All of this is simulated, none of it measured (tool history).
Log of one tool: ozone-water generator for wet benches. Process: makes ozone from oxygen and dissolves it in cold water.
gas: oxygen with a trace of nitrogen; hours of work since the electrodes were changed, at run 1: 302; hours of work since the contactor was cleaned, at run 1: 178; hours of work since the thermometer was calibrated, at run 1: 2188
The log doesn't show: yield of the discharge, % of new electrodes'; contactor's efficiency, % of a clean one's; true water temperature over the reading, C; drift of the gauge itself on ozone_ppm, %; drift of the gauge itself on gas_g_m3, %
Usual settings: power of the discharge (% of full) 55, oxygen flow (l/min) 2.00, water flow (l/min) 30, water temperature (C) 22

run,day,power of the discharge (% of full),oxygen flow (l/min),water flow (l/min),water temperature (C),hours of work since the electrodes were changed,hours of work since the contactor was cleaned,hours of work since the thermometer was calibrated,dissolved ozone (ppm),ozone in the gas ahead of the water (g/m3)
1,0.000,55,2.00,30,22,302,178,2188,5.9,186.5
2,3.546,55,2.00,30,22,376,252,2262,6.1,186.4
3,5.333,55,2.00,30,22,413,289,2299,5.6,186.2
4,7.950,55,2.00,30,22,468,344,2354,5.8,186.6
5,10.158,75,2.00,30,22,514,390,2400,6.8,223.4
6,13.508,75,2.00,30,22,584,460,2469,6.6,223.4
7,15.400,75,2.00,30,22,623,499,2509,6.8,219.4
# day 15.867: contactor cleaned
8,18.204,75,1.37,30,22,678,49,2564,5.8,272.6
9,21.508,75,1.37,22,22,747,118,2633,8.6,268.3
10,24.771,58,1.57,18,18,815,186,2701,9.9,217.1
11,28.138,58,1.57,18,18,885,256,2771,9.8,216.1
# day 30.179: contactor cleaned, once more
12,31.604,58,1.57,18,18,954,30,2840,10.0,216.4

Forecast each of these 5 alternatives for the next run:
A,33.412,55,2.00,30,20,992,68,2878,?,?
B,33.412,55,1.39,30,15,992,68,2878,?,?
C,33.412,44,2.00,23,22,992,68,2878,?,?
D,33.412,44,1.57,33,23,992,68,2878,?,?
E,33.412,64,1.02,30,22,992,68,2878,?,?

run,dissolved ozone (ppm),ozone in the gas ahead of the water (g/m3)
A,5.9,183.2
B,5.3,222.7
C,6.8,161.0
D,4.2,183.1
E,5.1,286.6
Without the tool's hidden state the same runs would have given:
run,dissolved ozone (ppm),ozone in the gas ahead of the water (g/m3)
A,6.2,189.4
B,5.5,230.2
C,7.0,165.6
D,4.4,188.3
E,5.3,297.3
